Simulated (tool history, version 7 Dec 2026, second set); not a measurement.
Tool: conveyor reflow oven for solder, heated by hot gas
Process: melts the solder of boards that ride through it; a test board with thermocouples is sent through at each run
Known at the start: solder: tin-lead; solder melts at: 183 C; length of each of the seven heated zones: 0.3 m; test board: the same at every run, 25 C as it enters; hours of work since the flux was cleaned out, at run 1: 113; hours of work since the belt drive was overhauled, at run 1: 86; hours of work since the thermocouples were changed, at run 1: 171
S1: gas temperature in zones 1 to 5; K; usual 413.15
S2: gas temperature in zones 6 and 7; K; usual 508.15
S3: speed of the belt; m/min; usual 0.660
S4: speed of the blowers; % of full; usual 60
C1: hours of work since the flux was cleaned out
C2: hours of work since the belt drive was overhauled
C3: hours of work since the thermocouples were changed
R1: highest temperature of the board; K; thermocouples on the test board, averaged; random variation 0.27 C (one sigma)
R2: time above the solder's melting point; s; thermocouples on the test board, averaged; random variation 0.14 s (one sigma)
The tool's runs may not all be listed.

run	hour	S1	S2	S3	S4	C1	C2	C3	R1	R2
1	0.0	413.15	508.15	0.660	60	113	86	171	484.55	36.8
2	6.3	413.15	508.15	0.660	60	117	91	176	484.55	37.2
3	12.3	413.15	508.15	0.660	83	121	95	180	491.15	42.4
4	23.7	413.15	508.15	0.660	60	129	103	188	484.65	36.9
5	35.2	413.15	508.15	0.660	60	137	111	196	484.35	37.1
6	41.3	413.15	508.15	0.634	60	142	115	200	486.65	39.6
7	49.2	413.15	508.15	0.634	60	147	121	206	486.25	39.8
8	61.4	413.15	508.15	0.634	60	156	130	214	485.95	39.6
9	69.8	413.15	508.15	0.660	60	162	135	220	484.45	36.8
# hour 77.3: flux residue cleaned out of gas plates and filters
10	87.3	413.15	508.15	0.660	60	7	144	229	484.75	37.7
11	94.8	413.15	508.15	0.660	60	12	149	234	485.15	37.1
12	103.7	413.15	508.15	0.660	60	19	156	240	485.15	37.0
13	115.4	402.15	499.15	0.660	80	27	164	249	481.15	32.9
14	121.2	417.15	520.15	0.621	62	31	168	253	498.75	49.5
# hour 126.4: belt drive overhauled, speed set with a stopwatch
15	138.5	417.15	516.15	0.621	54	40	8	262	492.35	45.7
16	150.0	419.15	505.15	0.620	50	48	17	270	482.15	39.0
17	163.2	413.15	512.15	0.736	56	57	26	279	481.55	30.7
18	173.2	401.15	508.15	0.650	84	65	33	286	490.35	39.1
19	186.8	423.15	511.15	0.678	81	74	42	296	494.55	44.9
20	193.9	423.15	511.15	0.597	81	79	47	301	497.95	53.4
21	206.4	411.15	507.15	0.705	88	88	56	310	489.35	37.6
# hour 216.9: belt drive overhauled, speed set with a stopwatch, once more
22	218.5	411.15	507.15	0.705	88	94	1	315	488.75	37.2
23	228.4	411.15	509.15	0.705	54	100	8	322	479.55	29.4

Forecast each of these 3 alternatives for the next run:
A	238.5	413.15	508.15	0.763	60	108	15	330	?	?
B	238.5	413.15	508.15	0.736	60	108	15	330	?	?
C	238.5	415.15	518.15	0.705	87	108	15	330	?	?

run	R1	R2
A	477.95	26.7
B	480.05	29.0
C	499.05	42.8
Without the tool's hidden state the same runs would have given:
run	R1	R2
A	479.15	27.7
B	481.25	30.0
C	500.35	43.4
